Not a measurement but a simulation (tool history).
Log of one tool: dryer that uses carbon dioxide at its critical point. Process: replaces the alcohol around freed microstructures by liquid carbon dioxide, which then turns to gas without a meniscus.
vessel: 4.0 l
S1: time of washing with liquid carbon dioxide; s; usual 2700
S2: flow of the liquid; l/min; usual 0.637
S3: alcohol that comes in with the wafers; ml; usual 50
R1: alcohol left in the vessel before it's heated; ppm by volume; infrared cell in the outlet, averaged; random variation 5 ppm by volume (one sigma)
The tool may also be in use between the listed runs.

{"run": 1, "hour": 0.0, "S1": 2700, "S2": 0.637, "S3": 50, "R1": 56}
{"run": 2, "hour": 8.3, "S1": 2700, "S2": 0.637, "S3": 50, "R1": 56}
{"run": 3, "hour": 18.7, "S1": 2700, "S2": 0.434, "S3": 50, "R1": 259}
{"run": 4, "hour": 23.3, "S1": 2700, "S2": 0.434, "S3": 50, "R1": 253}
{"run": 5, "hour": 31.9, "S1": 2700, "S2": 0.434, "S3": 50, "R1": 258}
{"run": 6, "hour": 39.3, "S1": 2700, "S2": 0.637, "S3": 20, "R1": 28}
{"run": 7, "hour": 44.0, "S1": 2700, "S2": 0.637, "S3": 20, "R1": 18}
{"run": 8, "hour": 50.0, "S1": 2700, "S2": 0.395, "S3": 50, "R1": 359}
{"run": 9, "hour": 57.0, "S1": 2700, "S2": 0.637, "S3": 50, "R1": 53}
{"run": 10, "hour": 61.5, "S1": 2700, "S2": 0.637, "S3": 50, "R1": 58}
{"run": 11, "hour": 67.9, "S1": 2700, "S2": 0.637, "S3": 50, "R1": 51}
{"run": 12, "hour": 74.7, "S1": 2700, "S2": 0.637, "S3": 50, "R1": 51}
{"run": 13, "hour": 83.3, "S1": 2700, "S2": 0.637, "S3": 50, "R1": 50}
{"run": 14, "hour": 89.4, "S1": 2700, "S2": 0.637, "S3": 50, "R1": 44}
{"run": 15, "hour": 97.0, "S1": 2700, "S2": 0.637, "S3": 50, "R1": 55}
{"run": 16, "hour": 103.9, "S1": 2700, "S2": 0.637, "S3": 50, "R1": 45}
{"run": 17, "hour": 112.5, "S1": 2700, "S2": 0.637, "S3": 50, "R1": 48}
{"run": 18, "hour": 122.8, "S1": 2700, "S2": 0.637, "S3": 50, "R1": 52}
{"run": 19, "hour": 128.4, "S1": 3780, "S2": 0.637, "S3": 50, "R1": 4}
{"run": 20, "hour": 134.2, "S1": 2700, "S2": 0.637, "S3": 50, "R1": 49}
{"run": 21, "hour": 140.1, "S1": 2700, "S2": 0.637, "S3": 71, "R1": 69}
{"run": 22, "hour": 146.9, "S1": 2700, "S2": 0.637, "S3": 71, "R1": 86}
{"run": 23, "hour": 157.3, "S1": 2700, "S2": 0.637, "S3": 50, "R1": 66}
{"run": 24, "hour": 165.8, "S1": 2700, "S2": 0.637, "S3": 50, "R1": 67}
{"run": 25, "hour": 172.9, "S1": 3180, "S2": 0.786, "S3": 50, "R1": 21}
{"run": 26, "hour": 182.5, "S1": 2700, "S2": 0.55, "S3": 50, "R1": 122}
{"run": 27, "hour": 193.1, "S1": 2700, "S2": 0.55, "S3": 50, "R1": 112}
{"run": 28, "hour": 199.5, "S1": 1740, "S2": 0.842, "S3": 40, "R1": 103}
{"run": 29, "hour": 207.2, "S1": 2700, "S2": 0.96, "S3": 93, "R1": 14}
{"run": 30, "hour": 217.6, "S1": 2700, "S2": 0.817, "S3": 71, "R1": 32}
{"run": 31, "hour": 226.9, "S1": 1800, "S2": 0.471, "S3": 71, "R1": 1065}
{"run": 32, "hour": 234.3, "S1": 1800, "S2": 0.471, "S3": 71, "R1": 1093}
{"run": 33, "hour": 242.1, "S1": 2820, "S2": 0.637, "S3": 39, "R1": 43}
{"run": 34, "hour": 246.8, "S1": 2700, "S2": 0.637, "S3": 63, "R1": 84}
{"run": 35, "hour": 253.5, "S1": 2700, "S2": 0.637, "S3": 63, "R1": 74}
{"run": 36, "hour": 262.5, "S1": 2700, "S2": 0.637, "S3": 63, "R1": 79}
{"run": 37, "hour": 272.1, "S1": 3840, "S2": 0.637, "S3": 48, "R1": 16}
{"run": 38, "hour": 280.2, "S1": 3600, "S2": 0.525, "S3": 35, "R1": 33}
{"run": 39, "hour": 288.6, "S1": 2700, "S2": 0.607, "S3": 65, "R1": 98}
{"run": 40, "hour": 296.5, "S1": 2700, "S2": 0.607, "S3": 65, "R1": 103}
{"run": 41, "hour": 304.1, "S1": 1980, "S2": 0.493, "S3": 27, "R1": 292}
{"run": 42, "hour": 312.8, "S1": 1980, "S2": 0.493, "S3": 27, "R1": 293}
{"run": 43, "hour": 321.2, "S1": 1680, "S2": 0.493, "S3": 27, "R1": 475}
{"run": 44, "hour": 330.6, "S1": 1680, "S2": 0.493, "S3": 27, "R1": 488}
{"run": 45, "hour": 341.0, "S1": 2700, "S2": 0.637, "S3": 45, "R1": 61}

The next listed run, before its measurement:
{"run": 46, "hour": 350.8, "S1": 2700, "S2": 0.637, "S3": 45, "R1": "?"}

R1: 70 ppm by volume
Without the tool's hidden state the same run would have given R1 47 ppm by volume.
